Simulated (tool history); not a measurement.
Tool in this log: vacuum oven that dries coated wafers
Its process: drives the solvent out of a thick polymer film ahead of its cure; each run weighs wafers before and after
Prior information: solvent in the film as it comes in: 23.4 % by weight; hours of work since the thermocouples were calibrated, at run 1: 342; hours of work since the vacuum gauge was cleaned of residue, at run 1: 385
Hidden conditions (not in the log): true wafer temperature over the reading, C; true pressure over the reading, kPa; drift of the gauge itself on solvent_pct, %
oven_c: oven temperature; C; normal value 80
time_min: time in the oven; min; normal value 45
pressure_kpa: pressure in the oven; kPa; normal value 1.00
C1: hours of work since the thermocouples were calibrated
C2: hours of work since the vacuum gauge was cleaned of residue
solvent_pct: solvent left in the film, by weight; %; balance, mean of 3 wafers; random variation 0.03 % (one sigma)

{"run": 1, "day": 0.0, "oven_c": 80, "time_min": 45, "pressure_kpa": 1.0, "C1": 342, "C2": 385, "solvent_pct": 1.7}
{"run": 2, "day": 2.575, "oven_c": 80, "time_min": 45, "pressure_kpa": 1.0, "C1": 367, "C2": 410, "solvent_pct": 1.62}
{"run": 3, "day": 4.342, "oven_c": 80, "time_min": 45, "pressure_kpa": 1.0, "C1": 385, "C2": 427, "solvent_pct": 1.68}
{"run": 4, "day": 6.067, "oven_c": 80, "time_min": 45, "pressure_kpa": 1.0, "C1": 402, "C2": 444, "solvent_pct": 1.69}
{"run": 5, "day": 8.575, "oven_c": 80, "time_min": 45, "pressure_kpa": 1.0, "C1": 426, "C2": 469, "solvent_pct": 1.71}
{"run": 6, "day": 11.088, "oven_c": 80, "time_min": 45, "pressure_kpa": 3.92, "C1": 451, "C2": 494, "solvent_pct": 2.8}
{"run": 7, "day": 12.304, "oven_c": 80, "time_min": 45, "pressure_kpa": 3.04, "C1": 463, "C2": 506, "solvent_pct": 2.45}
{"run": 8, "day": 14.283, "oven_c": 80, "time_min": 45, "pressure_kpa": 3.04, "C1": 483, "C2": 525, "solvent_pct": 2.39}
{"run": 9, "day": 15.967, "oven_c": 80, "time_min": 45, "pressure_kpa": 3.04, "C1": 499, "C2": 542, "solvent_pct": 2.47}
{"run": 10, "day": 17.283, "oven_c": 80, "time_min": 45, "pressure_kpa": 3.04, "C1": 512, "C2": 555, "solvent_pct": 2.43}
{"run": 11, "day": 18.571, "oven_c": 80, "time_min": 45, "pressure_kpa": 3.04, "C1": 525, "C2": 568, "solvent_pct": 2.42}
{"run": 12, "day": 21.0, "oven_c": 80, "time_min": 45, "pressure_kpa": 1.6, "C1": 549, "C2": 592, "solvent_pct": 1.93}
{"run": 13, "day": 22.138, "oven_c": 80, "time_min": 45, "pressure_kpa": 1.6, "C1": 560, "C2": 603, "solvent_pct": 1.97}
{"day": 22.442, "done": "oven's thermocouples calibrated"}
{"run": 14, "day": 24.042, "oven_c": 80, "time_min": 45, "pressure_kpa": 1.6, "C1": 16, "C2": 621, "solvent_pct": 1.96}
{"run": 15, "day": 25.925, "oven_c": 89, "time_min": 29, "pressure_kpa": 0.91, "C1": 34, "C2": 639, "solvent_pct": 1.51}
{"run": 16, "day": 27.162, "oven_c": 89, "time_min": 29, "pressure_kpa": 0.91, "C1": 47, "C2": 652, "solvent_pct": 1.52}
{"run": 17, "day": 29.296, "oven_c": 89, "time_min": 29, "pressure_kpa": 1.04, "C1": 68, "C2": 673, "solvent_pct": 1.53}
{"day": 30.667, "done": "oven's thermocouples calibrated, once more"}
{"run": 18, "day": 31.312, "oven_c": 89, "time_min": 49, "pressure_kpa": 1.0, "C1": 6, "C2": 692, "solvent_pct": 0.45}
{"run": 19, "day": 34.0, "oven_c": 76, "time_min": 55, "pressure_kpa": 0.75, "C1": 33, "C2": 718, "solvent_pct": 1.62}
{"run": 20, "day": 36.621, "oven_c": 76, "time_min": 25, "pressure_kpa": 3.03, "C1": 59, "C2": 744, "solvent_pct": 6.55}
{"run": 21, "day": 38.838, "oven_c": 76, "time_min": 25, "pressure_kpa": 3.03, "C1": 81, "C2": 766, "solvent_pct": 6.55}
{"run": 22, "day": 40.275, "oven_c": 84, "time_min": 45, "pressure_kpa": 2.45, "C1": 95, "C2": 780, "solvent_pct": 1.43}
{"run": 23, "day": 41.812, "oven_c": 84, "time_min": 45, "pressure_kpa": 2.45, "C1": 110, "C2": 795, "solvent_pct": 1.41}
{"run": 24, "day": 44.008, "oven_c": 72, "time_min": 45, "pressure_kpa": 3.13, "C1": 132, "C2": 817, "solvent_pct": 4.66}
{"run": 25, "day": 46.15, "oven_c": 82, "time_min": 51, "pressure_kpa": 0.75, "C1": 153, "C2": 838, "solvent_pct": 0.94}
{"run": 26, "day": 48.146, "oven_c": 69, "time_min": 37, "pressure_kpa": 1.58, "C1": 172, "C2": 858, "solvent_pct": 6.28}
{"run": 27, "day": 50.117, "oven_c": 69, "time_min": 37, "pressure_kpa": 1.58, "C1": 192, "C2": 877, "solvent_pct": 6.29}

Measured less the same run without the tool's hidden state. The same run-to-run variation is in both; the gauge's scatter may not be:
run=1 solvent_pct=+0.09
run=2 solvent_pct=+0.09
run=3 solvent_pct=+0.10
run=4 solvent_pct=+0.10
run=5 solvent_pct=+0.11
run=6 solvent_pct=+0.14
run=7 solvent_pct=+0.13
run=8 solvent_pct=+0.14
run=9 solvent_pct=+0.15
run=10 solvent_pct=+0.15
run=11 solvent_pct=+0.15
run=12 solvent_pct=+0.15
run=13 solvent_pct=+0.16
run=14 solvent_pct=+0.19
run=15 solvent_pct=+0.16
run=16 solvent_pct=+0.17
run=17 solvent_pct=+0.17
run=18 solvent_pct=+0.04
run=19 solvent_pct=+0.04
run=20 solvent_pct=-0.03
run=21 solvent_pct=-0.02
run=22 solvent_pct=+0.04
run=23 solvent_pct=+0.04
run=24 solvent_pct=+0.04
run=25 solvent_pct=+0.07
run=26 solvent_pct=+0.06
run=27 solvent_pct=+0.07
